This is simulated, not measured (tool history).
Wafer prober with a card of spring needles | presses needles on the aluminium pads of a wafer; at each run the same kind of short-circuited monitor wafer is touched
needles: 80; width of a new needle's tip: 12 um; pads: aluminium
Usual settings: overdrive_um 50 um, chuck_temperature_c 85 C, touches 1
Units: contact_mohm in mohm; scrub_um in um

run,hour,overdrive_um,chuck_temperature_c,touches,contact_mohm,scrub_um
1,0.0,50,85,1,168,7.22
# hour 3.4: tips cleaned on abrasive film
# hour 11.9: tips cleaned on abrasive film
# hour 20.3: tips cleaned on abrasive film
# hour 28.7: tips cleaned on abrasive film
# hour 37.2: tips cleaned on abrasive film
# hour 45.6: tips cleaned on abrasive film
# hour 54.0: tips cleaned on abrasive film
# hour 62.5: tips cleaned on abrasive film
2,62.6,50,85,1,165,7.19
# hour 69.4: tips cleaned on abrasive film
# hour 77.8: tips cleaned on abrasive film
# hour 86.3: tips cleaned on abrasive film
# hour 93.2: height of the first contact set anew
# hour 95.0: tips cleaned on abrasive film
# hour 103.4: tips cleaned on abrasive film
# hour 111.9: tips cleaned on abrasive film
3,114.0,50,85,1,163,7.25
# hour 119.1: tips cleaned on abrasive film
# hour 125.8: tips cleaned on abrasive film
# hour 134.3: tips cleaned on abrasive film
# hour 141.0: tips cleaned on abrasive film
# hour 149.5: tips cleaned on abrasive film
# hour 157.9: tips cleaned on abrasive film
4,161.8,50,85,1,165,7.23
# hour 165.3: tips cleaned on abrasive film
# hour 173.7: tips cleaned on abrasive film
# hour 182.1: tips cleaned on abrasive film
# hour 190.6: tips cleaned on abrasive film
# hour 199.0: tips cleaned on abrasive film
# hour 207.4: tips cleaned on abrasive film
5,209.9,50,85,1,163,7.29
# hour 215.0: tips cleaned on abrasive film
# hour 221.7: tips cleaned on abrasive film
# hour 223.7: height of the first contact set anew
# hour 230.5: tips cleaned on abrasive film
# hour 238.2: tips cleaned on abrasive film
6,238.2,50,85,1,168,7.25
# hour 246.6: tips cleaned on abrasive film
# hour 255.0: tips cleaned on abrasive film
# hour 263.5: tips cleaned on abrasive film
# hour 271.9: tips cleaned on abrasive film
# hour 280.3: tips cleaned on abrasive film
# hour 288.8: tips cleaned on abrasive film
7,291.5,36,85,1,170,5.19
# hour 296.6: tips cleaned on abrasive film
# hour 303.4: tips cleaned on abrasive film
# hour 311.8: tips cleaned on abrasive film
# hour 320.3: tips cleaned on abrasive film
# hour 328.7: tips cleaned on abrasive film
8,332.6,46,85,1,169,6.65
# hour 336.0: tips cleaned on abrasive film
# hour 342.8: tips cleaned on abrasive film
# hour 351.2: tips cleaned on abrasive film
# hour 354.8: height of the first contact set anew
# hour 359.9: tips cleaned on abrasive film
# hour 366.7: tips cleaned on abrasive film
# hour 375.1: tips cleaned on abrasive film
# hour 381.9: tips cleaned on abrasive film
9,383.5,46,82,1,164,6.66
# hour 390.2: tips cleaned on abrasive film
# hour 398.7: tips cleaned on abrasive film
# hour 407.1: tips cleaned on abrasive film
# hour 415.6: tips cleaned on abrasive film
# hour 424.0: tips cleaned on abrasive film
# hour 430.8: tips cleaned on abrasive film
# hour 439.2: tips cleaned on abrasive film
10,440.5,44,60,1,159,6.41

The next listed run, before its measurement:
# hour 447.2: tips cleaned on abrasive film
# hour 455.7: tips cleaned on abrasive film
# hour 462.4: tips cleaned on abrasive film
# hour 470.9: tips cleaned on abrasive film
11,473.8,44,60,1,?,?

contact_mohm: 162 mohm
scrub_um: 6.37 um
Without the tool's hidden state the same run would have given contact_mohm 161 mohm, scrub_um 6.37 um.
